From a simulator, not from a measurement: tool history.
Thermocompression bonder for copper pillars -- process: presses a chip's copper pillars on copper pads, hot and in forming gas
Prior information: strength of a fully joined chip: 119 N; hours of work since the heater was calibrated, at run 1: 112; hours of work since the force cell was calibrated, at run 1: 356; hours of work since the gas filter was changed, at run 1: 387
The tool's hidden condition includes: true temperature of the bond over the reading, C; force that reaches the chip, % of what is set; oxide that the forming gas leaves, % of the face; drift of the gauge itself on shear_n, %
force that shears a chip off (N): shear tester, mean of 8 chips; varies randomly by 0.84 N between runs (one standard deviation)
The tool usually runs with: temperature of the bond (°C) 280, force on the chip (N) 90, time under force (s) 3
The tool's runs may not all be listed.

run,day,temperature of the bond (°C),force on the chip (N),time under force (s),hours of work since the heater was calibrated,hours of work since the force cell was calibrated,hours of work since the gas filter was changed,force that shears a chip off (N)
1,0.000,280,90,3,112,356,387,61.6
2,0.238,280,90,3,117,360,391,60.5
3,0.746,280,90,3,126,370,401,59.8
4,1.096,280,112,3,133,377,407,67.4
# day 1.250: forming gas filter changed
5,1.604,280,90,3,142,386,7,63.8
6,1.929,280,90,3,148,392,13,64.1
7,2.433,280,90,3,158,402,22,64.6
8,2.938,280,90,3,168,411,32,64.3
9,3.312,280,90,3,175,418,39,62.6
10,3.583,280,90,3,180,423,44,63.2
11,3.858,280,90,3,185,429,49,63.7
12,4.354,280,90,3,194,438,59,63.9
13,4.821,280,90,3,203,447,68,61.4
14,5.054,280,90,3,208,451,72,62.2
15,5.279,280,90,3,212,456,76,63.4
16,5.783,280,74,3,222,465,86,55.3
17,6.150,280,74,3,229,472,93,54.7
18,6.654,280,74,3,238,482,102,55.9
19,6.975,280,74,3,244,488,109,55.6
20,7.496,303,74,3,254,498,118,66.0
21,7.858,277,70,2,261,504,125,43.2
22,8.142,277,70,2,266,510,131,43.8
23,8.508,275,90,8,273,517,138,80.8
24,8.875,263,90,8,280,524,145,73.2
25,9.138,263,90,8,285,529,150,72.8
26,9.538,263,90,8,293,536,157,73.4
27,10.004,296,134,2,302,545,166,75.9
28,10.496,296,134,2,311,554,175,75.9
29,10.988,254,71,3,320,564,185,40.1
30,11.438,255,71,2,329,572,193,34.4
31,11.662,255,71,2,333,577,197,35.3
32,12.162,255,71,3,343,586,207,40.7
33,12.529,254,112,4,349,593,214,60.6
34,12.829,269,134,3,355,599,220,69.1
35,13.071,260,92,3,360,603,224,50.9
36,13.317,252,102,2,364,608,229,43.4
37,13.812,297,114,3,374,617,238,76.4
38,14.271,297,114,3,382,626,247,78.3
39,14.617,270,102,2,389,633,253,50.0
40,14.896,270,102,2,394,638,259,51.5

Some steps in force that shears a chip off (N) between neighbouring runs. How much of each would the tool show without its hidden state too (settings, what came in, random variation), and how much is left for the hidden state, with any gauge scatter that isn't in both results?
Run 4 -> 5: force on the chip (N) 112 -> 90, forming gas filter changed. force that shears a chip off (N) -3.6: hidden state +5.1, all else -8.7.
Run 22 -> 23: temperature of the bond (°C) 277 -> 275, force on the chip (N) 70 -> 90, time under force (s) 2 -> 8. force that shears a chip off (N) +37.0: hidden state -1.7, all else +38.7.
Run 28 -> 29: temperature of the bond (°C) 296 -> 254, force on the chip (N) 134 -> 71, time under force (s) 2 -> 3. force that shears a chip off (N) -35.8: hidden state +1.6, all else -37.4.
Run 36 -> 37: temperature of the bond (°C) 252 -> 297, force on the chip (N) 102 -> 114, time under force (s) 2 -> 3. force that shears a chip off (N) +33.0: hidden state -1.9, all else +34.9.
